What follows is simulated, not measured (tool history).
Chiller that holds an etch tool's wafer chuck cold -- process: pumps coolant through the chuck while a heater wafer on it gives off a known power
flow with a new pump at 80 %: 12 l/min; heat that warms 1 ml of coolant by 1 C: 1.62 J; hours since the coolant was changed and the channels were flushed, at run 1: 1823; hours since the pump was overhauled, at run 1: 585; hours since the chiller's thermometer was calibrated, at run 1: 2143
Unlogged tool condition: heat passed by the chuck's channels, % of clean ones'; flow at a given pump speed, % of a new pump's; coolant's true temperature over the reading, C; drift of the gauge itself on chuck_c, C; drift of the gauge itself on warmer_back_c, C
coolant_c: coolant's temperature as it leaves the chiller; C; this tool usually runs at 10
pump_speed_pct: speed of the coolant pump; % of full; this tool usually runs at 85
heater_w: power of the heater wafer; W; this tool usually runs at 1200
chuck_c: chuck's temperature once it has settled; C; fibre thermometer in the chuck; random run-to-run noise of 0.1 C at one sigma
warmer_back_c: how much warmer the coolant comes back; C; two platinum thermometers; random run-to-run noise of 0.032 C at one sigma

run	day	coolant_c	pump_speed_pct	heater_w	hours since the coolant was changed and the channels were flushed	hours since the pump was overhauled	hours since the chiller's thermometer was calibrated	chuck_c	warmer_back_c
1	0.000	10	85	1200	1823	585	2143	24.8	3.54
2	3.850	14	85	1200	1915	678	2235	28.8	3.58
# day 4.575: chiller's thermometer calibrated
3	7.646	10	85	1200	2005	768	74	25.4	3.52
4	15.379	10	85	1200	2191	953	259	25.8	3.61
5	21.679	10	85	1200	2342	1105	410	25.7	3.62
6	27.408	10	85	1200	2480	1242	548	25.8	3.62
7	31.529	0	85	1200	2578	1341	647	15.8	3.63
8	37.842	10	85	1200	2730	1492	798	25.8	3.67
9	44.654	10	85	1200	2893	1656	962	26.0	3.66
10	50.983	10	75	1200	3045	1808	1114	27.5	4.18
11	54.938	8	85	1200	3140	1903	1209	24.0	3.69
12	59.858	8	85	1200	3258	2021	1327	24.3	3.69
13	64.067	13	85	1200	3359	2122	1428	29.3	3.74
14	67.204	13	85	1200	3435	2197	1503	29.2	3.70
# day 72.067: coolant changed, channels flushed
15	73.371	16	63	1313	31	2339	1645	35.7	5.53
16	78.908	16	63	1313	164	2472	1778	36.0	5.53
17	82.396	16	85	1200	248	2556	1862	30.9	3.82
18	86.212	16	85	1200	339	2647	1953	30.8	3.76
19	90.825	6	85	640	450	2758	2064	13.8	2.05
20	95.708	6	85	640	567	2875	2181	13.7	2.03
# day 98.646: chiller's thermometer calibrated
21	99.954	1	60	732	668	2976	31	13.0	3.33
22	104.308	17	60	1114	773	3081	136	35.5	4.92
23	111.500	11	76	1109	945	3253	309	26.8	3.99
24	118.204	11	76	1109	1106	3414	469	27.0	4.00
25	121.608	11	76	1109	1188	3496	551	26.9	4.00

3 ways to go on from here, each from the tool as it stands after run 25. What would each give?
A	125.667	18	63	1016	1285	3593	648	?	?
B	125.667	10	98	1345	1285	3593	648	?	?
C	125.667	11	70	1315	1285	3593	648	?	?

run	chuck_c	warmer_back_c
A	34.5	4.38
B	26.4	3.86
C	31.0	5.20
With no hidden state in the tool, these same runs would have given:
run	chuck_c	warmer_back_c
A	32.8	3.93
B	24.7	3.46
C	28.9	4.66
